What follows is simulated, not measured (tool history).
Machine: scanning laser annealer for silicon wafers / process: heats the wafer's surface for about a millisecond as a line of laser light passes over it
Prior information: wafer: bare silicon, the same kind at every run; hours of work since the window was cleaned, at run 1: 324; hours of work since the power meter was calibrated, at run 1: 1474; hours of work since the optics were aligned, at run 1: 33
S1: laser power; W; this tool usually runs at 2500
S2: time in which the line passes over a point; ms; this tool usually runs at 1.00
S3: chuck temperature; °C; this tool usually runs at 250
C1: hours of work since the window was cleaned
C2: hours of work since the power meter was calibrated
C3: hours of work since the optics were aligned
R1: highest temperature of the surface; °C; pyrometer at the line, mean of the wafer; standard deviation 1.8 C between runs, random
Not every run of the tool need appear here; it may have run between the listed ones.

run,hour,S1,S2,S3,C1,C2,C3,R1
1,0.0,2500,1.00,250,324,1474,33,943
2,48.9,2500,1.00,276,358,1507,66,963
3,126.8,2500,1.00,276,411,1560,120,965
4,203.4,2500,1.00,276,463,1613,172,962
5,281.5,2500,1.00,276,517,1666,226,962
# hour 312.6: window over the wafer cleaned
6,323.4,2624,1.00,250,7,1694,253,992
7,383.1,2624,0.93,250,48,1734,294,957
8,443.2,2500,1.00,250,89,1776,335,950
9,490.0,2500,1.00,250,121,1808,367,948
10,537.9,2500,0.73,250,154,1840,400,827
11,579.9,2500,0.84,284,183,1869,428,912
12,650.1,2400,0.71,233,231,1917,476,776
13,719.8,2500,1.21,252,279,1965,524,1024
14,755.6,2347,0.79,239,303,1989,549,803
15,789.6,2347,1.20,269,326,2013,572,988
16,867.8,2500,1.00,272,380,2066,625,956

Run 17 is up next; what results do you expect?
17,930.3,2331,1.00,285,423,2109,668,?

{"run 17": {"R1": 922}}
Had the tool carried no hidden state, the very same run would have given R1 948 °C.
